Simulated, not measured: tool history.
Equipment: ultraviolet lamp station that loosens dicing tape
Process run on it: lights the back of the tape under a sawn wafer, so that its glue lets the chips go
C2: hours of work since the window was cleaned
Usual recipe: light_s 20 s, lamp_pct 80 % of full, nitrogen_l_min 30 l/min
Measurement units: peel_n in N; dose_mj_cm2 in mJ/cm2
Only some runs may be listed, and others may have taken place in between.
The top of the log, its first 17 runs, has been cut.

Run 18, hour 1004.2: usual settings but light_s 28 s; hours of work of the lamp 271; C2 286. Result: peel_n 0.411 N, dose_mj_cm2 597 mJ/cm2.
Run 19, hour 1072.0: usual settings but light_s 17 s; hours of work of the lamp 314; C2 330. Result: peel_n 1.133 N, dose_mj_cm2 358 mJ/cm2.
Run 20, hour 1145.0: usual settings; hours of work of the lamp 361; C2 376. Result: peel_n 0.919 N, dose_mj_cm2 406 mJ/cm2.
Run 21, hour 1190.6: usual settings; hours of work of the lamp 390; C2 406. Result: peel_n 0.943 N, dose_mj_cm2 399 mJ/cm2.
Run 22, hour 1266.3: usual settings but light_s 24 s, lamp_pct 77 % of full, nitrogen_l_min 60 l/min; hours of work of the lamp 438; C2 454. Result: peel_n 0.530 N, dose_mj_cm2 449 mJ/cm2.
Run 23, hour 1326.2: usual settings but light_s 14 s, lamp_pct 92 % of full, nitrogen_l_min 10 l/min; hours of work of the lamp 477; C2 492. Result: peel_n 2.485 N, dose_mj_cm2 309 mJ/cm2.
Run 24, hour 1365.0: usual settings but light_s 23 s, lamp_pct 92 % of full, nitrogen_l_min 10 l/min; hours of work of the lamp 502; C2 517. Result: peel_n 1.302 N, dose_mj_cm2 502 mJ/cm2.
Run 25, hour 1452.3: usual settings but lamp_pct 62 % of full; hours of work of the lamp 557; C2 573. Result: peel_n 1.697 N, dose_mj_cm2 278 mJ/cm2.
At hour 1463.9: window cleaned of glue's vapour.
Run 26, hour 1520.3: usual settings but lamp_pct 76 % of full, nitrogen_l_min 27 l/min; hours of work of the lamp 601; C2 36. Result: peel_n 1.269 N, dose_mj_cm2 359 mJ/cm2.
Run 27, hour 1556.3: usual settings but lamp_pct 76 % of full, nitrogen_l_min 27 l/min; hours of work of the lamp 624; C2 59. Result: peel_n 1.252 N, dose_mj_cm2 356 mJ/cm2.
Run 28, hour 1642.4: usual settings but light_s 25 s, lamp_pct 63 % of full, nitrogen_l_min 13 l/min; hours of work of the lamp 679; C2 114. Result: peel_n 1.840 N, dose_mj_cm2 356 mJ/cm2.
Run 29, hour 1692.2: usual settings but light_s 22 s, lamp_pct 81 % of full, nitrogen_l_min 58 l/min; hours of work of the lamp 711; C2 146. Result: peel_n 0.662 N, dose_mj_cm2 393 mJ/cm2.
Run 30, hour 1778.9: usual settings but light_s 22 s, lamp_pct 81 % of full, nitrogen_l_min 15 l/min; hours of work of the lamp 766; C2 202. Result: peel_n 1.635 N, dose_mj_cm2 376 mJ/cm2.
Run 31, hour 1844.8: usual settings but light_s 24 s, lamp_pct 81 % of full, nitrogen_l_min 15 l/min; hours of work of the lamp 808; C2 244. Result: peel_n 1.434 N, dose_mj_cm2 408 mJ/cm2.
Run 32, hour 1923.8: usual settings but light_s 24 s, lamp_pct 81 % of full, nitrogen_l_min 15 l/min; hours of work of the lamp 859; C2 294. Result: peel_n 1.511 N, dose_mj_cm2 392 mJ/cm2.
Run 33, hour 1968.3: usual settings but light_s 24 s, lamp_pct 81 % of full, nitrogen_l_min 15 l/min; hours of work of the lamp 887; C2 323. Result: peel_n 1.585 N, dose_mj_cm2 382 mJ/cm2.
Run 34, hour 2054.0: usual settings but light_s 11 s, lamp_pct 63 % of full, nitrogen_l_min 38 l/min; hours of work of the lamp 942; C2 377. Result: peel_n 3.699 N, dose_mj_cm2 129 mJ/cm2.
Run 35, hour 2098.9: usual settings but light_s 11 s, nitrogen_l_min 33 l/min; hours of work of the lamp 971; C2 406. Result: peel_n 3.189 N, dose_mj_cm2 165 mJ/cm2.
Run 36, hour 2136.9: usual settings but light_s 13 s, nitrogen_l_min 29 l/min; hours of work of the lamp 995; C2 431. Result: peel_n 2.820 N, dose_mj_cm2 194 mJ/cm2.
At hour 2148.5: lamp changed.
Run 37, hour 2208.8: usual settings but lamp_pct 61 % of full, nitrogen_l_min 38 l/min; hours of work of the lamp 39; C2 476. Result: peel_n 1.101 N, dose_mj_cm2 348 mJ/cm2.
Run 38, hour 2281.4: usual settings but lamp_pct 61 % of full, nitrogen_l_min 38 l/min; hours of work of the lamp 85; C2 522. Result: peel_n 1.138 N, dose_mj_cm2 342 mJ/cm2.
Run 39, hour 2363.2: usual settings but lamp_pct 61 % of full, nitrogen_l_min 13 l/min; hours of work of the lamp 137; C2 575. Result: peel_n 2.034 N, dose_mj_cm2 329 mJ/cm2.
At hour 2369.6: window cleaned of glue's vapour.
Run 40, hour 2409.1: usual settings but lamp_pct 64 % of full; hours of work of the lamp 166; C2 25. Result: peel_n 1.118 N, dose_mj_cm2 361 mJ/cm2.
Run 41, hour 2465.6: usual settings but nitrogen_l_min 25 l/min; hours of work of the lamp 203; C2 61. Result: peel_n 0.866 N, dose_mj_cm2 442 mJ/cm2.
Run 42, hour 2547.8: usual settings but light_s 19 s, lamp_pct 84 % of full, nitrogen_l_min 58 l/min; hours of work of the lamp 255; C2 114. Result: peel_n 0.557 N, dose_mj_cm2 431 mJ/cm2.

Alternative continuations, all from the tool just after run 42; predict every row:
Run A, hour 2590.2: usual settings; hours of work of the lamp 282; C2 141. Result: peel_n ?, dose_mj_cm2 ?.
Run B, hour 2590.2: usual settings but light_s 13 s, lamp_pct 69 % of full, nitrogen_l_min 22 l/min; hours of work of the lamp 282; C2 141. Result: peel_n ?, dose_mj_cm2 ?.
Run C, hour 2590.2: usual settings but lamp_pct 84 % of full; hours of work of the lamp 282; C2 141. Result: peel_n ?, dose_mj_cm2 ?.
Run D, hour 2590.2: usual settings but light_s 36 s, lamp_pct 93 % of full, nitrogen_l_min 26 l/min; hours of work of the lamp 282; C2 141. Result: peel_n ?, dose_mj_cm2 ?.
Run E, hour 2590.2: usual settings but light_s 36 s, lamp_pct 84 % of full, nitrogen_l_min 58 l/min; hours of work of the lamp 282; C2 141. Result: peel_n ?, dose_mj_cm2 ?.

run  peel_n  dose_mj_cm2
  A   0.861          427
  B   2.417          239
  C   0.755          448
  D   0.256          894
  E   0.225          810
Take away the tool's hidden state, keep each run's random variation, and the runs would have read:
run  peel_n  dose_mj_cm2
  A   0.661          489
  B   2.040          274
  C   0.576          512
  D   0.231         1022
  E   0.211          926

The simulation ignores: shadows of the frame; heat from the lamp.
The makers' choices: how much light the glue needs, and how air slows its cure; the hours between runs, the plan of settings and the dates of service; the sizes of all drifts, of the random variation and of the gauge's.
